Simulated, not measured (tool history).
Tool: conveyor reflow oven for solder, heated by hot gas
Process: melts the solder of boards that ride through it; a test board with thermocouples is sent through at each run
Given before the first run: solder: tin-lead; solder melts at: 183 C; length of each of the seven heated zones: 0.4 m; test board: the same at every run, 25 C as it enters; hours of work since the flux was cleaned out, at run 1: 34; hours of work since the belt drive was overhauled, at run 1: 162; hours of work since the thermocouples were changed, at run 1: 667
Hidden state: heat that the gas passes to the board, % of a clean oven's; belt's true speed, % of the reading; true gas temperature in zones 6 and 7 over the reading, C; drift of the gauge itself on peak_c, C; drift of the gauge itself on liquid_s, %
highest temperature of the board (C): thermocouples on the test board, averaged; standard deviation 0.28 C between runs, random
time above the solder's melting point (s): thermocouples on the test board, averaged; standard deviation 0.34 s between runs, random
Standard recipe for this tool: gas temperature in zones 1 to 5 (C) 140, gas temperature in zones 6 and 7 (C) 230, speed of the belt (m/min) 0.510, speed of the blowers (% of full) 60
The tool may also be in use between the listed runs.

run	day	gas temperature in zones 1 to 5 (C)	gas temperature in zones 6 and 7 (C)	speed of the belt (m/min)	speed of the blowers (% of full)	hours of work since the flux was cleaned out	hours of work since the belt drive was overhauled	hours of work since the thermocouples were changed	highest temperature of the board (C)	time above the solder's melting point (s)
1	0.000	140	230	0.510	60	34	162	667	213.0	66.8
2	0.654	140	230	0.510	60	45	172	677	212.6	66.1
3	1.908	140	230	0.510	60	65	192	697	212.4	66.0
4	3.129	140	230	0.510	60	84	212	717	212.4	65.6
5	4.508	140	230	0.510	60	106	233	739	212.7	65.6
6	5.267	148	230	0.510	60	118	246	751	214.6	71.4
7	6.508	140	230	0.500	60	138	265	770	213.0	67.7
8	7.729	140	230	0.510	60	157	285	790	211.7	65.3
9	8.929	140	224	0.510	60	176	304	809	207.6	60.2
10	9.825	140	224	0.510	60	191	318	823	206.9	59.4
# day 10.108: flux residue cleaned out of gas plates and filters
11	11.433	140	224	0.510	60	21	340	845	206.7	58.1
12	12.779	140	224	0.510	60	42	362	867	206.1	57.6
# day 13.771: flux residue cleaned out of gas plates and filters, once more
13	13.817	150	230	0.510	60	1	375	880	215.6	75.3
14	15.046	150	230	0.510	60	20	394	900	215.7	74.3
15	16.254	150	230	0.510	60	40	414	919	216.1	75.3
16	17.250	140	230	0.510	60	55	429	935	213.8	67.2
17	17.896	142	226	0.510	85	66	440	945	215.7	72.5
18	19.104	149	220	0.510	82	85	459	964	211.5	71.7
19	20.246	139	228	0.510	82	103	477	982	217.0	70.6
20	20.908	152	228	0.516	81	114	488	993	217.9	78.8
21	21.829	144	230	0.510	74	128	502	1007	217.6	73.6
22	23.233	144	232	0.546	74	150	525	1030	216.7	68.2
23	24.308	144	232	0.546	74	168	542	1047	217.1	68.4
24	25.371	144	232	0.546	74	184	559	1064	216.7	68.4
25	26.358	144	232	0.546	74	200	574	1080	217.1	67.9
26	27.492	145	230	0.535	51	218	592	1097	209.1	60.4
27	28.342	145	232	0.426	51	232	606	1111	219.1	90.6
28	29.088	136	232	0.426	51	244	618	1123	217.0	83.1
29	30.383	140	241	0.510	60	264	638	1143	221.8	74.9
30	31.246	132	241	0.587	60	278	652	1157	214.0	54.3
31	32.046	132	239	0.471	60	291	665	1170	221.5	77.5
32	33.221	131	230	0.510	62	309	683	1189	211.5	60.7

Each run again, without the hidden state but with its own random variation kept:
run	highest temperature of the board (C)	time above the solder's melting point (s)
1	211.7	65.3
2	211.4	64.6
3	211.3	64.6
4	211.3	64.3
5	211.7	64.4
6	213.5	70.3
7	212.1	66.7
8	210.9	64.5
9	206.8	59.4
10	206.2	58.7
11	206.9	58.9
12	206.3	58.6
13	213.2	72.3
14	213.4	71.5
15	213.8	72.5
16	211.5	64.3
17	213.4	70.0
18	209.3	69.0
19	214.9	68.3
20	215.8	76.6
21	215.7	71.4
22	215.0	66.3
23	215.5	66.5
24	215.1	66.6
25	215.7	66.3
26	207.7	58.3
27	217.2	87.9
28	215.2	80.6
29	220.7	73.3
30	213.5	53.5
31	220.3	75.9
32	210.6	59.7

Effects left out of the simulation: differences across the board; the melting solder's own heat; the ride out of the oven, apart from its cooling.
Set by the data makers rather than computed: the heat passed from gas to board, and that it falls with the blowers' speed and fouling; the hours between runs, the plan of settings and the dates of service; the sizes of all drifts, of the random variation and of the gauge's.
